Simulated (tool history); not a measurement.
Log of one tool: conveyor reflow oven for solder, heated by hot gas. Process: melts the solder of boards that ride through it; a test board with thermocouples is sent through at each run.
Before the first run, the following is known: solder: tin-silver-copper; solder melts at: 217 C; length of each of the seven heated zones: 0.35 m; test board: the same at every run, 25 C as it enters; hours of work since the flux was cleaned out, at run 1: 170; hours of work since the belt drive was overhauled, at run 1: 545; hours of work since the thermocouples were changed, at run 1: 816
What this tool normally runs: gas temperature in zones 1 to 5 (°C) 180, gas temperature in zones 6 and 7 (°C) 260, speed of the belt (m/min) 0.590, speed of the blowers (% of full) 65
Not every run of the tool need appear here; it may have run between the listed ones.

run   hour  gas temperature in zones 1 to 5 (°C)  gas temperature in zones 6 and 7 (°C)  speed of the belt (m/min)  speed of the blowers (% of full)  hours of work since the flux was cleaned out  hours of work since the belt drive was overhauled  hours of work since the thermocouples were changed  highest temperature of the board (°C)  time above the solder's melting point (s)
  1    0.0                                   180                                    260                      0.590                                65                                           170                                                545                                                 816                                  240.7                                       45.7
  2   41.5                                   180                                    260                      0.590                                65                                           187                                                561                                                 833                                  240.4                                       45.4
  3   78.2                                   180                                    260                      0.590                                65                                           202                                                576                                                 848                                  240.5                                       45.4
  4  111.2                                   180                                    260                      0.528                                65                                           215                                                590                                                 862                                  243.6                                       55.0
  5  141.6                                   180                                    260                      0.528                                65                                           228                                                602                                                 874                                  243.6                                       54.8
     178.0  -- flux residue cleaned out of gas plates and filters
  6  182.1                                   180                                    260                      0.590                                65                                             2                                                617                                                 888                                  240.7                                       46.1
  7  233.3                                   180                                    260                      0.590                                65                                            22                                                637                                                 909                                  240.5                                       45.8
     243.2  -- belt drive overhauled, speed set with a stopwatch
     262.6  -- thermocouples of zones 6 and 7 changed
  8  295.5                                   174                                    260                      0.590                                65                                            45                                                 20                                                  13                                  242.3                                       45.1
  9  331.4                                   174                                    260                      0.590                                65                                            60                                                 35                                                  28                                  242.4                                       45.5
 10  384.8                                   180                                    260                      0.674                                56                                            82                                                 57                                                  50                                  236.5                                       33.8
 11  452.8                                   180                                    260                      0.674                                56                                           109                                                 84                                                  77                                  236.0                                       33.5
 12  503.9                                   180                                    260                      0.625                                56                                           130                                                105                                                  98                                  238.6                                       40.0
     568.3  -- belt drive overhauled, speed set with a stopwatch, once more
 13  575.1                                   172                                    260                      0.691                                65                                           157                                                  3                                                 125                                  234.8                                       28.9
 14  640.8                                   181                                    263                      0.691                                65                                           184                                                 29                                                 152                                  239.2                                       35.7
 15  687.9                                   181                                    253                      0.649                                65                                           203                                                 49                                                 171                                  233.6                                       32.4

3 ways to go on from here, each from the tool as it stands after run 15. What would each give?
  A  722.5                                   181                                    261                      0.649                                65                                           217                                                 63                                                 185                                      ?                                          ?
  B  722.5                                   185                                    260                      0.590                                65                                           217                                                 63                                                 185                                      ?                                          ?
  C  722.5                                   176                                    260                      0.518                                65                                           217                                                 63                                                 185                                      ?                                          ?

run  highest temperature of the board (°C)  time above the solder's melting point (s)
  A                                  239.8                                       39.3
  B                                  242.6                                       49.2
  C                                  244.9                                       55.8
The same runs, with their run-to-run variation unchanged, on a tool lacking any hidden condition would have given:
run  highest temperature of the board (°C)  time above the solder's melting point (s)
  A                                  241.6                                       41.4
  B                                  244.3                                       51.0
  C                                  246.5                                       57.6
